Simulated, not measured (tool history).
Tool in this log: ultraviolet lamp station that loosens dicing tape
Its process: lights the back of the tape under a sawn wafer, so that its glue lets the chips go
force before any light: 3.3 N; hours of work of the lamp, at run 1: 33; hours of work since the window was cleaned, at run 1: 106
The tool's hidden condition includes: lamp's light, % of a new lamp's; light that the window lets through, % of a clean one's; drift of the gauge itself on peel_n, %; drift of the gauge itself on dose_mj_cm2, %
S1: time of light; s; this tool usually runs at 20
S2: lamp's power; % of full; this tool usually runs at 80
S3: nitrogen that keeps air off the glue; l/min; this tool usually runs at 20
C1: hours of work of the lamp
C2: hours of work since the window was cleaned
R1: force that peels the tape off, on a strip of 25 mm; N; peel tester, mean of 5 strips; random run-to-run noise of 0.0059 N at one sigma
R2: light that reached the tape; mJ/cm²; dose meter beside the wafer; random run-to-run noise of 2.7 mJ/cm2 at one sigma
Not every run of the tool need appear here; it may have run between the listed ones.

| run | hour | S1 | S2 | S3 | C1 | C2 | R1 | R2 |
|---|---|---|---|---|---|---|---|---|
| 1 | 0.0 | 20 | 80 | 20 | 33 | 106 | 0.165 | 365 |
| 2 | 13.8 | 20 | 80 | 20 | 42 | 115 | 0.155 | 362 |
| 3 | 34.4 | 20 | 80 | 20 | 55 | 128 | 0.156 | 361 |
| 4 | 59.0 | 20 | 80 | 20 | 71 | 144 | 0.164 | 363 |
| 5 | 86.5 | 20 | 66 | 20 | 89 | 162 | 0.225 | 303 |
| 6 | 99.4 | 20 | 66 | 20 | 97 | 170 | 0.240 | 301 |
| 7 | 123.9 | 20 | 66 | 20 | 112 | 185 | 0.211 | 297 |
| 8 | 149.6 | 20 | 66 | 20 | 129 | 202 | 0.238 | 298 |
| 9 | 169.6 | 21 | 66 | 20 | 142 | 215 | 0.196 | 316 |
| 10 | 183.6 | 21 | 66 | 20 | 151 | 224 | 0.202 | 311 |
|  | 189.0 | window cleaned of glue's vapour |
| 11 | 207.8 | 20 | 80 | 20 | 166 | 12 | 0.161 | 367 |
| 12 | 227.5 | 20 | 80 | 20 | 179 | 25 | 0.171 | 364 |
| 13 | 253.4 | 20 | 83 | 20 | 195 | 41 | 0.151 | 376 |
| 14 | 268.7 | 20 | 83 | 20 | 205 | 51 | 0.150 | 378 |
| 15 | 287.6 | 20 | 83 | 20 | 217 | 63 | 0.155 | 378 |
| 16 | 305.0 | 20 | 83 | 21 | 228 | 74 | 0.153 | 376 |
| 17 | 327.5 | 20 | 80 | 20 | 243 | 89 | 0.154 | 359 |
| 18 | 349.8 | 20 | 80 | 8 | 257 | 103 | 0.258 | 362 |
| 19 | 367.1 | 20 | 80 | 8 | 268 | 114 | 0.265 | 360 |
| 20 | 392.1 | 20 | 80 | 20 | 284 | 130 | 0.159 | 367 |
| 21 | 410.5 | 20 | 80 | 20 | 296 | 142 | 0.158 | 363 |
| 22 | 431.4 | 20 | 80 | 20 | 309 | 155 | 0.160 | 366 |
| 23 | 456.8 | 13 | 80 | 8 | 325 | 172 | 0.566 | 236 |
| 24 | 475.6 | 13 | 80 | 8 | 338 | 184 | 0.568 | 240 |
| 25 | 493.5 | 16 | 81 | 20 | 349 | 195 | 0.225 | 297 |
| 26 | 511.1 | 20 | 80 | 7 | 360 | 206 | 0.290 | 363 |
| 27 | 530.9 | 13 | 96 | 17 | 373 | 219 | 0.256 | 287 |
|  | 543.9 | window cleaned of glue's vapour |
| 28 | 555.0 | 24 | 64 | 17 | 388 | 7 | 0.192 | 349 |
| 29 | 579.3 | 24 | 64 | 17 | 404 | 23 | 0.183 | 347 |
| 30 | 603.5 | 24 | 64 | 17 | 419 | 38 | 0.180 | 348 |
| 31 | 615.5 | 24 | 64 | 17 | 427 | 46 | 0.177 | 349 |
| 32 | 638.6 | 24 | 72 | 37 | 442 | 61 | 0.114 | 392 |
| 33 | 650.2 | 30 | 80 | 15 | 449 | 68 | 0.112 | 544 |
| 34 | 669.3 | 20 | 84 | 29 | 461 | 80 | 0.126 | 385 |
| 35 | 692.8 | 20 | 84 | 29 | 476 | 95 | 0.132 | 377 |
| 36 | 716.3 | 20 | 84 | 29 | 491 | 110 | 0.127 | 386 |
| 37 | 734.1 | 20 | 84 | 29 | 503 | 122 | 0.140 | 377 |
| 38 | 760.7 | 26 | 73 | 24 | 520 | 139 | 0.121 | 435 |
| 39 | 788.0 | 26 | 73 | 24 | 537 | 156 | 0.127 | 436 |
| 40 | 802.9 | 10 | 80 | 20 | 547 | 166 | 0.533 | 184 |
| 41 | 821.1 | 10 | 80 | 20 | 559 | 178 | 0.531 | 182 |
| 42 | 839.3 | 10 | 80 | 20 | 570 | 189 | 0.548 | 182 |
| 43 | 865.5 | 10 | 80 | 20 | 587 | 206 | 0.534 | 189 |

Consider 3 possible next runs. They are alternatives, not a sequence: every one starts from the tool as it was left by run 43. What does each give?
| A | 878.1 | 20 | 86 | 28 | 595 | 214 | ? | ? |
| B | 878.1 | 19 | 83 | 20 | 595 | 214 | ? | ? |
| C | 878.1 | 16 | 80 | 6 | 595 | 214 | ? | ? |

| run | R1 | R2 |
|---|---|---|
| A | 0.129 | 389 |
| B | 0.156 | 359 |
| C | 0.473 | 289 |
Without the tool's unlogged condition, the same runs would have read:
| run | R1 | R2 |
|---|---|---|
| A | 0.128 | 390 |
| B | 0.156 | 359 |
| C | 0.471 | 289 |
